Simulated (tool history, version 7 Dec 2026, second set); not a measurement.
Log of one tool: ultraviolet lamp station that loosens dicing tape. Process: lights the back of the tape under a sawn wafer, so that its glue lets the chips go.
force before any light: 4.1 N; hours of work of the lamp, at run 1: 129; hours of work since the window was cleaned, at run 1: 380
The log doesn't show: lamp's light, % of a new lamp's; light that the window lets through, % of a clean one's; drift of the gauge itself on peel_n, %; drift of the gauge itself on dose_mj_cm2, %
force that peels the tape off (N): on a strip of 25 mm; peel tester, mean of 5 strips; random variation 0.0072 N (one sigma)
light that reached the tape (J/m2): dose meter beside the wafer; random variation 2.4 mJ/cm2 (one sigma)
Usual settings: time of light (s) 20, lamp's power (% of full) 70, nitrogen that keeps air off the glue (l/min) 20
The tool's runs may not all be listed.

| run | hour | time of light (s) | lamp's power (% of full) | nitrogen that keeps air off the glue (l/min) | hours of work of the lamp | hours of work since the window was cleaned | force that peels the tape off (N) | light that reached the tape (J/m2) |
|---|---|---|---|---|---|---|---|---|
| 1 | 0.0 | 20 | 70 | 20 | 129 | 380 | 0.331 | 2180 |
| 2 | 6.0 | 20 | 70 | 20 | 133 | 384 | 0.326 | 2120 |
| 3 | 18.8 | 20 | 70 | 20 | 142 | 392 | 0.325 | 2080 |
| 4 | 31.8 | 20 | 70 | 20 | 150 | 401 | 0.343 | 2130 |
| 5 | 39.5 | 20 | 70 | 20 | 156 | 407 | 0.341 | 2110 |
| 6 | 44.8 | 20 | 70 | 20 | 159 | 410 | 0.354 | 2100 |
| 7 | 54.6 | 20 | 70 | 20 | 166 | 417 | 0.347 | 2110 |
| 8 | 60.5 | 20 | 70 | 20 | 170 | 421 | 0.346 | 2120 |
| 9 | 72.6 | 20 | 70 | 20 | 178 | 429 | 0.355 | 2110 |
| 10 | 79.3 | 20 | 70 | 20 | 183 | 434 | 0.347 | 2120 |
| 11 | 87.7 | 20 | 70 | 20 | 189 | 439 | 0.355 | 2040 |
| 12 | 100.5 | 20 | 70 | 20 | 197 | 448 | 0.366 | 2080 |
| 13 | 112.0 | 20 | 79 | 20 | 205 | 456 | 0.284 | 2370 |
| 14 | 117.3 | 20 | 70 | 7 | 209 | 460 | 0.682 | 2060 |
| 15 | 126.5 | 20 | 70 | 20 | 215 | 466 | 0.363 | 2080 |
| 16 | 135.5 | 20 | 70 | 20 | 221 | 472 | 0.360 | 2060 |
| 17 | 141.6 | 20 | 70 | 20 | 225 | 476 | 0.353 | 2040 |
| 18 | 148.1 | 20 | 90 | 20 | 230 | 481 | 0.234 | 2580 |
| 19 | 158.9 | 25 | 82 | 26 | 237 | 488 | 0.164 | 2960 |
| 20 | 165.0 | 13 | 70 | 20 | 241 | 492 | 0.781 | 1320 |
| 21 | 171.9 | 13 | 70 | 20 | 246 | 497 | 0.801 | 1300 |
| 22 | 178.1 | 13 | 70 | 20 | 250 | 501 | 0.785 | 1300 |
| 23 | 189.6 | 13 | 70 | 20 | 258 | 509 | 0.784 | 1320 |
| 24 | 200.0 | 13 | 70 | 20 | 265 | 516 | 0.784 | 1300 |
| 25 | 211.5 | 19 | 72 | 7 | 273 | 524 | 0.787 | 1930 |
| 26 | 218.8 | 20 | 70 | 27 | 278 | 529 | 0.327 | 1960 |
| 27 | 225.7 | 17 | 60 | 20 | 283 | 534 | 0.662 | 1450 |
| 28 | 238.3 | 17 | 60 | 20 | 291 | 542 | 0.671 | 1420 |
| 29 | 244.1 | 22 | 60 | 38 | 295 | 546 | 0.322 | 1850 |
| 30 | 249.4 | 22 | 60 | 38 | 299 | 550 | 0.314 | 1830 |
| 31 | 261.0 | 13 | 71 | 22 | 307 | 558 | 0.782 | 1280 |
| 32 | 271.7 | 13 | 71 | 22 | 314 | 565 | 0.773 | 1290 |
| 33 | 281.7 | 37 | 70 | 20 | 321 | 572 | 0.167 | 3560 |
| 34 | 293.9 | 15 | 70 | 39 | 329 | 580 | 0.490 | 1420 |

4 ways to go on from here, each from the tool as it stands after run 34. What would each give?
| A | 306.0 | 24 | 74 | 30 | 338 | 588 | ? | ? |
| B | 306.0 | 26 | 91 | 39 | 338 | 588 | ? | ? |
| C | 306.0 | 20 | 63 | 8 | 338 | 588 | ? | ? |
| D | 306.0 | 25 | 65 | 20 | 338 | 588 | ? | ? |

| run | force that peels the tape off (N) | light that reached the tape (J/m2) |
|---|---|---|
| A | 0.221 | 2410 |
| B | 0.144 | 3210 |
| C | 0.851 | 1710 |
| D | 0.325 | 2210 |
Without the tool's hidden state the same runs would have given:
| run | force that peels the tape off (N) | light that reached the tape (J/m2) |
|---|---|---|
| A | 0.160 | 3140 |
| B | 0.130 | 4190 |
| C | 0.560 | 2230 |
| D | 0.212 | 2880 |
